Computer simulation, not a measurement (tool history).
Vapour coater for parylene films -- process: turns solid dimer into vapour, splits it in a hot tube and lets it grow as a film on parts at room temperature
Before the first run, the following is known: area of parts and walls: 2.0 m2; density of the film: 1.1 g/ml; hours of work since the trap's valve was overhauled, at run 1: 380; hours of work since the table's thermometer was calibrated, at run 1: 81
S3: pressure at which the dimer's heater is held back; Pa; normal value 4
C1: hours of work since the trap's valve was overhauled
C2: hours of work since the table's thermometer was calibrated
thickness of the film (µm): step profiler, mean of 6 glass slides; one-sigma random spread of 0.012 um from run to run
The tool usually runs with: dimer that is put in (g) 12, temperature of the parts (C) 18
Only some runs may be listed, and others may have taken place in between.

run 1 hour=0 | dimer_that_is_put_in_(g)=12 temperature_of_the_parts_(C)=18 S3=4 | C1=380 C2=81 | thickness_of_the_film_(µm)=3.15
run 2 hour=18.5 | dimer_that_is_put_in_(g)=12 temperature_of_the_parts_(C)=18 S3=4 | C1=394 C2=96 | thickness_of_the_film_(µm)=3.15
run 3 hour=38.5 | dimer_that_is_put_in_(g)=12 temperature_of_the_parts_(C)=20 S3=4 | C1=410 C2=111 | thickness_of_the_film_(µm)=2.96
run 4 hour=58.6 | dimer_that_is_put_in_(g)=12 temperature_of_the_parts_(C)=21 S3=4 | C1=425 C2=126 | thickness_of_the_film_(µm)=2.85
run 5 hour=74.4 | dimer_that_is_put_in_(g)=12 temperature_of_the_parts_(C)=21 S3=4 | C1=437 C2=138 | thickness_of_the_film_(µm)=2.86
run 6 hour=84.8 | dimer_that_is_put_in_(g)=12 temperature_of_the_parts_(C)=21 S3=4 | C1=445 C2=146 | thickness_of_the_film_(µm)=2.89
run 7 hour=99.2 | dimer_that_is_put_in_(g)=12 temperature_of_the_parts_(C)=24 S3=4 | C1=456 C2=157 | thickness_of_the_film_(µm)=2.61
run 8 hour=120 | dimer_that_is_put_in_(g)=12 temperature_of_the_parts_(C)=25 S3=4 | C1=472 C2=173 | thickness_of_the_film_(µm)=2.55
run 9 hour=139 | dimer_that_is_put_in_(g)=12 temperature_of_the_parts_(C)=25 S3=4 | C1=486 C2=187 | thickness_of_the_film_(µm)=2.53
run 10 hour=158.7 | dimer_that_is_put_in_(g)=12 temperature_of_the_parts_(C)=25 S3=4 | C1=501 C2=203 | thickness_of_the_film_(µm)=2.53
run 11 hour=177.6 | dimer_that_is_put_in_(g)=12 temperature_of_the_parts_(C)=25 S3=4 | C1=516 C2=217 | thickness_of_the_film_(µm)=2.55
run 12 hour=188.4 | dimer_that_is_put_in_(g)=12 temperature_of_the_parts_(C)=25 S3=4 | C1=524 C2=225 | thickness_of_the_film_(µm)=2.56
run 13 hour=206.6 | dimer_that_is_put_in_(g)=12 temperature_of_the_parts_(C)=25 S3=4 | C1=538 C2=239 | thickness_of_the_film_(µm)=2.54
run 14 hour=225.2 | dimer_that_is_put_in_(g)=12 temperature_of_the_parts_(C)=25 S3=4 | C1=552 C2=253 | thickness_of_the_film_(µm)=2.55
run 15 hour=236.8 | dimer_that_is_put_in_(g)=12 temperature_of_the_parts_(C)=18 S3=3.89 | C1=561 C2=262 | thickness_of_the_film_(µm)=3.22
run 16 hour=257.9 | dimer_that_is_put_in_(g)=12 temperature_of_the_parts_(C)=18 S3=3.89 | C1=577 C2=278 | thickness_of_the_film_(µm)=3.21
run 17 hour=268.3 | dimer_that_is_put_in_(g)=5 temperature_of_the_parts_(C)=18 S3=3.89 | C1=585 C2=286 | thickness_of_the_film_(µm)=1.34
run 18 hour=284 | dimer_that_is_put_in_(g)=5 temperature_of_the_parts_(C)=18 S3=3.89 | C1=597 C2=298 | thickness_of_the_film_(µm)=1.34
-- hour=302.8 trap's valve overhauled
run 19 hour=303.7 | dimer_that_is_put_in_(g)=12 temperature_of_the_parts_(C)=18 S3=2.16 | C1=1 C2=310 | thickness_of_the_film_(µm)=3.72
run 20 hour=314.8 | dimer_that_is_put_in_(g)=12 temperature_of_the_parts_(C)=18 S3=2.16 | C1=9 C2=319 | thickness_of_the_film_(µm)=3.73
run 21 hour=328.9 | dimer_that_is_put_in_(g)=12 temperature_of_the_parts_(C)=11 S3=4 | C1=20 C2=329 | thickness_of_the_film_(µm)=4
run 22 hour=346.2 | dimer_that_is_put_in_(g)=15 temperature_of_the_parts_(C)=11 S3=9.26 | C1=33 C2=343 | thickness_of_the_film_(µm)=4.11
run 23 hour=355.1 | dimer_that_is_put_in_(g)=9 temperature_of_the_parts_(C)=22 S3=9.26 | C1=40 C2=349 | thickness_of_the_film_(µm)=1.73
run 24 hour=365.5 | dimer_that_is_put_in_(g)=9 temperature_of_the_parts_(C)=22 S3=3.21 | C1=48 C2=357 | thickness_of_the_film_(µm)=2.26
run 25 hour=381.8 | dimer_that_is_put_in_(g)=17 temperature_of_the_parts_(C)=18 S3=2.51 | C1=60 C2=370 | thickness_of_the_film_(µm)=5.13
run 26 hour=397.2 | dimer_that_is_put_in_(g)=13 temperature_of_the_parts_(C)=27 S3=4.48 | C1=72 C2=381 | thickness_of_the_film_(µm)=2.54
-- hour=408.4 gauge calibrated
run 27 hour=410.4 | dimer_that_is_put_in_(g)=20 temperature_of_the_parts_(C)=18 S3=2.64 | C1=82 C2=391 | thickness_of_the_film_(µm)=5.8
run 28 hour=419.7 | dimer_that_is_put_in_(g)=20 temperature_of_the_parts_(C)=18 S3=7.47 | C1=89 C2=399 | thickness_of_the_film_(µm)=4.52
run 29 hour=436.2 | dimer_that_is_put_in_(g)=20 temperature_of_the_parts_(C)=18 S3=5.18 | C1=102 C2=411 | thickness_of_the_film_(µm)=4.93
run 30 hour=451.9 | dimer_that_is_put_in_(g)=20 temperature_of_the_parts_(C)=18 S3=5.18 | C1=114 C2=423 | thickness_of_the_film_(µm)=4.94
run 31 hour=469.3 | dimer_that_is_put_in_(g)=5 temperature_of_the_parts_(C)=27 S3=5.36 | C1=127 C2=436 | thickness_of_the_film_(µm)=0.92
run 32 hour=490.1 | dimer_that_is_put_in_(g)=5 temperature_of_the_parts_(C)=27 S3=3.81 | C1=143 C2=452 | thickness_of_the_film_(µm)=1
run 33 hour=510.5 | dimer_that_is_put_in_(g)=14 temperature_of_the_parts_(C)=17 S3=11.46 | C1=158 C2=468 | thickness_of_the_film_(µm)=2.96
run 34 hour=526.8 | dimer_that_is_put_in_(g)=14 temperature_of_the_parts_(C)=17 S3=11.46 | C1=171 C2=480 | thickness_of_the_film_(µm)=2.98
run 35 hour=536.9 | dimer_that_is_put_in_(g)=9 temperature_of_the_parts_(C)=19 S3=2.44 | C1=179 C2=488 | thickness_of_the_film_(µm)=2.6
run 36 hour=548.8 | dimer_that_is_put_in_(g)=12 temperature_of_the_parts_(C)=11 S3=2.46 | C1=188 C2=497 | thickness_of_the_film_(µm)=4.47
run 37 hour=567.8 | dimer_that_is_put_in_(g)=12 temperature_of_the_parts_(C)=11 S3=5.05 | C1=202 C2=512 | thickness_of_the_film_(µm)=3.75
run 38 hour=577.6 | dimer_that_is_put_in_(g)=18 temperature_of_the_parts_(C)=15 S3=4 | C1=210 C2=519 | thickness_of_the_film_(µm)=5.26
run 39 hour=594.6 | dimer_that_is_put_in_(g)=6 temperature_of_the_parts_(C)=20 S3=4 | C1=223 C2=532 | thickness_of_the_film_(µm)=1.49
run 40 hour=605.7 | dimer_that_is_put_in_(g)=6 temperature_of_the_parts_(C)=14 S3=8.83 | C1=231 C2=540 | thickness_of_the_film_(µm)=1.49
run 41 hour=617 | dimer_that_is_put_in_(g)=10 temperature_of_the_parts_(C)=12 S3=4 | C1=240 C2=549 | thickness_of_the_film_(µm)=3.22
run 42 hour=636.1 | dimer_that_is_put_in_(g)=8 temperature_of_the_parts_(C)=12 S3=4 | C1=254 C2=564 | thickness_of_the_film_(µm)=2.58

How would selected steps in thickness of the film (µm) from run to run divide? Give the signed amount a tool lacking its hidden state would still show from settings, what came in and random variation, and the signed amount left for the hidden state, including any gauge scatter that is not in both of the compared results.
Unlogged tool condition in this case: vapour lost through the trap's worn valve, %; true temperature of the parts over the reading, C; drift of the gauge itself on film_um, %.
Run 18 -> 19: dimer that is put in (g) 5 -> 12, S3 3.89 -> 2.16, trap's valve overhauled. thickness of the film (µm) +2.38: hidden state +0.05, all else +2.33.
Run 24 -> 25: dimer that is put in (g) 9 -> 17, temperature of the parts (C) 22 -> 18, S3 3.21 -> 2.51. thickness of the film (µm) +2.87: hidden state +0.07, all else +2.8.
Run 26 -> 27: dimer that is put in (g) 13 -> 20, temperature of the parts (C) 27 -> 18, S3 4.48 -> 2.64, gauge calibrated. thickness of the film (µm) +3.26: hidden state -0.07, all else +3.33.
Run 30 -> 31: dimer that is put in (g) 20 -> 5, temperature of the parts (C) 18 -> 27, S3 5.18 -> 5.36. thickness of the film (µm) -4.02: hidden state +0, all else -4.02.
Run 38 -> 39: dimer that is put in (g) 18 -> 6, temperature of the parts (C) 15 -> 20. thickness of the film (µm) -3.77: hidden state -0.03, all else -3.74.
